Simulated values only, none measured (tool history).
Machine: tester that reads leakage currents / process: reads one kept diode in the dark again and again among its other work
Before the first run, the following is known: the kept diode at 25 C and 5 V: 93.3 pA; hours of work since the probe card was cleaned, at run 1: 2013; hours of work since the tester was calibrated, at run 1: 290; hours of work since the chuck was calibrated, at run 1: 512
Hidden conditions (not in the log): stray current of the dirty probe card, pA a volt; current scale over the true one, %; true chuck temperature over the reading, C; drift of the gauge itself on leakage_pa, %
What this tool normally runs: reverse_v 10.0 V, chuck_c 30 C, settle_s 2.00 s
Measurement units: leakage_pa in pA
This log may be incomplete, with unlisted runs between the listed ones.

run    hour  reverse_v  chuck_c  settle_s  hours of work since the probe card was cleaned  hours of work since the tester was calibrated  hours of work since the chuck was calibrated  leakage_pa
  1     0.0       10.0       30      2.00                                            2013                                            290                                           512      188.69
  2    71.9       13.3       30      2.00                                            2042                                            319                                           541      213.50
      100.2  -- chuck's temperature calibrated
  3   110.5        1.6       30      2.00                                            2057                                            334                                             4       91.53
  4   146.1        1.6       30      2.00                                            2071                                            348                                            19       91.20
  5   211.4        1.6       30      2.00                                            2098                                            374                                            45       90.74
  6   264.9        1.6       30      2.00                                            2119                                            396                                            66       90.42
  7   305.4       10.0       30      2.00                                            2136                                            412                                            83      199.64
  8   376.8       10.0       30      2.00                                            2164                                            441                                           112      198.62
  9   448.7       10.0       30      2.00                                            2194                                            470                                           141      198.90
 10   510.6        4.8       30      2.00                                            2218                                            495                                           166      143.74
 11   547.2        4.8       30      2.00                                            2233                                            510                                           180      142.41
 12   607.7        4.8       30      2.00                                            2258                                            534                                           205      142.15
 13   657.7        4.8       30      2.00                                            2278                                            554                                           225      142.34
 14   700.8       10.0       30      2.00                                            2295                                            572                                           242      195.85
 15   752.7       10.0       30      2.00                                            2316                                            593                                           263      194.57
 16   807.7       10.0       31      2.00                                            2338                                            615                                           286      211.14
      826.8  -- probe card cleaned and baked
 17   869.3       10.0       39      2.00                                              17                                            639                                           309      404.68
 18   913.3       10.0       39      2.00                                              35                                            656                                           327      406.18
 19   949.1        7.7       39      2.00                                              49                                            671                                           341      362.15
 20   994.2        7.7       39      2.00                                              68                                            689                                           360      363.84
 21  1026.0        7.7       39      1.67                                              80                                            702                                           372      362.00
 22  1074.0        7.7       39      1.67                                             100                                            721                                           392      359.62
 23  1107.2       10.0       30      7.03                                             113                                            735                                           405      187.13
 24  1167.0        2.6       29      5.22                                             137                                            759                                           429       96.42
 25  1230.6        2.6       29      5.22                                             163                                            784                                           455       95.91
 26  1286.3        1.8       30      0.71                                             185                                            807                                           478       89.80

Run 27, settings as shown, results not yet in. Your forecast:
 27  1337.5        1.8       30      9.41                                             206                                            828                                           498           ?

{"run 27": {"leakage_pa": 88.95}}
Without the tool's hidden state the same run would have given leakage_pa 93.82 pA.
